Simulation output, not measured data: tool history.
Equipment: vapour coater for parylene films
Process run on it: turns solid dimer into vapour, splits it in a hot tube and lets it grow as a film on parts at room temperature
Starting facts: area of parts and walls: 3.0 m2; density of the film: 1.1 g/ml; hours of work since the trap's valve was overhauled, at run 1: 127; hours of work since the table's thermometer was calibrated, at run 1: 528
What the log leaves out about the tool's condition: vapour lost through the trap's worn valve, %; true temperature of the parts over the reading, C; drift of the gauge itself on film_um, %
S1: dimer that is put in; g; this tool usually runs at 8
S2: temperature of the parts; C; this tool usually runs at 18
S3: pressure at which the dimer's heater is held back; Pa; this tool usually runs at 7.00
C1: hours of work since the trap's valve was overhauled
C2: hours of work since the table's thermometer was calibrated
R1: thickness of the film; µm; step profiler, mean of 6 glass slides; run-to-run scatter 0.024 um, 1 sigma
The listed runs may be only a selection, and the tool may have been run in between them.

{"run": 1, "hour": 0.0, "S1": 8, "S2": 18, "S3": 7.0, "C1": 127, "C2": 528, "R1": 1.67}
{"run": 2, "hour": 12.0, "S1": 8, "S2": 18, "S3": 7.0, "C1": 133, "C2": 535, "R1": 1.6}
{"run": 3, "hour": 39.3, "S1": 8, "S2": 18, "S3": 7.0, "C1": 148, "C2": 549, "R1": 1.62}
{"run": 4, "hour": 57.4, "S1": 8, "S2": 19, "S3": 7.0, "C1": 158, "C2": 559, "R1": 1.48}
{"run": 5, "hour": 71.7, "S1": 8, "S2": 19, "S3": 7.0, "C1": 165, "C2": 567, "R1": 1.5}
{"run": 6, "hour": 94.5, "S1": 8, "S2": 19, "S3": 7.0, "C1": 178, "C2": 579, "R1": 1.52}
{"hour": 97.1, "done": "table's thermometer calibrated"}
{"run": 7, "hour": 116.1, "S1": 8, "S2": 19, "S3": 7.0, "C1": 189, "C2": 10, "R1": 1.48}
{"run": 8, "hour": 133.8, "S1": 8, "S2": 19, "S3": 7.0, "C1": 199, "C2": 20, "R1": 1.57}
{"run": 9, "hour": 150.1, "S1": 4, "S2": 19, "S3": 5.82, "C1": 207, "C2": 29, "R1": 0.78}
{"run": 10, "hour": 168.2, "S1": 13, "S2": 24, "S3": 11.23, "C1": 217, "C2": 39, "R1": 1.72}
{"hour": 192.8, "done": "trap's valve overhauled"}
{"run": 11, "hour": 196.3, "S1": 8, "S2": 10, "S3": 4.65, "C1": 2, "C2": 52, "R1": 2.34}
{"run": 12, "hour": 217.2, "S1": 14, "S2": 18, "S3": 6.01, "C1": 13, "C2": 63, "R1": 3.1}
{"run": 13, "hour": 230.2, "S1": 14, "S2": 18, "S3": 9.25, "C1": 20, "C2": 70, "R1": 2.8}

4 options for the next run, each taken on its own from the tool as it stands now. Forecast them:
{"run": "A", "hour": 246.8, "S1": 14, "S2": 13, "S3": 2.05, "C1": 29, "C2": 79, "R1": "?"}
{"run": "B", "hour": 246.8, "S1": 4, "S2": 12, "S3": 3.68, "C1": 29, "C2": 79, "R1": "?"}
{"run": "C", "hour": 246.8, "S1": 8, "S2": 12, "S3": 7.0, "C1": 29, "C2": 79, "R1": "?"}
{"run": "D", "hour": 246.8, "S1": 4, "S2": 15, "S3": 6.74, "C1": 29, "C2": 79, "R1": "?"}

run=A R1=4.10
run=B R1=1.19
run=C R1=2.24
run=D R1=1.02
What these runs would have given with no unlogged condition in the tool:
run=A R1=4.18
run=B R1=1.21
run=C R1=2.29
run=D R1=1.04
